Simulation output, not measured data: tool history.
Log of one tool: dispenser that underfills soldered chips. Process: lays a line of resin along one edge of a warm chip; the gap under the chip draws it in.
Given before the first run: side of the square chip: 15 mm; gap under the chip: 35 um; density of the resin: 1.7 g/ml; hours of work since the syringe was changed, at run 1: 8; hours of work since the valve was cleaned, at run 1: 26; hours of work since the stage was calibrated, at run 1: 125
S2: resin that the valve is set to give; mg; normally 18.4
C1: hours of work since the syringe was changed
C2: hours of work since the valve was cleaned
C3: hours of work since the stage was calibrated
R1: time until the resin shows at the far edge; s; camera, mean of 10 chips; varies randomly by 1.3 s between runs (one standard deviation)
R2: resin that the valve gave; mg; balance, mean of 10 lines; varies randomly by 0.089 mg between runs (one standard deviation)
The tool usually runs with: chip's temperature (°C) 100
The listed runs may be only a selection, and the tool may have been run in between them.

run 1 hour=0 | chip's_temperature_(°C)=100 S2=18.4 | C1=8 C2=26 C3=125 | R1=288.9 R2=17.99
run 2 hour=3.5 | chip's_temperature_(°C)=100 S2=18.4 | C1=11 C2=28 C3=127 | R1=350.6 R2=17.94
-- hour=5.9 new syringe of resin
run 3 hour=8.9 | chip's_temperature_(°C)=100 S2=18.4 | C1=2 C2=31 C3=130 | R1=152.3 R2=17.93
run 4 hour=11.3 | chip's_temperature_(°C)=100 S2=18.4 | C1=3 C2=33 C3=131 | R1=173.7 R2=17.79
run 5 hour=14.5 | chip's_temperature_(°C)=100 S2=18.4 | C1=5 C2=35 C3=133 | R1=213 R2=17.85
run 6 hour=20.4 | chip's_temperature_(°C)=100 S2=18.4 | C1=9 C2=38 C3=137 | R1=290.2 R2=17.66
run 7 hour=23.4 | chip's_temperature_(°C)=100 S2=18.4 | C1=11 C2=40 C3=139 | R1=341.6 R2=17.82
-- hour=25.7 new syringe of resin
run 8 hour=27.2 | chip's_temperature_(°C)=100 S2=18.4 | C1=1 C2=42 C3=141 | R1=147.9 R2=17.69
run 9 hour=32.4 | chip's_temperature_(°C)=114 S2=15.9 | C1=4 C2=45 C3=144 | R1=110.1 R2=15.31
run 10 hour=35.6 | chip's_temperature_(°C)=92 S2=19.7 | C1=6 C2=47 C3=146 | R1=324.2 R2=18.78
run 11 hour=39.4 | chip's_temperature_(°C)=100 S2=19.7 | C1=8 C2=50 C3=148 | R1=284 R2=18.81
run 12 hour=41.9 | chip's_temperature_(°C)=106 S2=20.1 | C1=10 C2=51 C3=150 | R1=243.7 R2=19.23
-- hour=45.3 new syringe of resin
run 13 hour=45.6 | chip's_temperature_(°C)=106 S2=20.1 | C1=0 C2=53 C3=152 | R1=101.9 R2=19.13

For run 14, what comes out?
run 14 hour=51 | chip's_temperature_(°C)=91 S2=18.4 | C1=3 C2=56 C3=155 | R1=? R2=?

R1: 278 s
R2: 17.34 mg
With the hidden condition absent and the run-to-run variation left alone, this run would have shown R1 190 s, R2 18.31 mg.
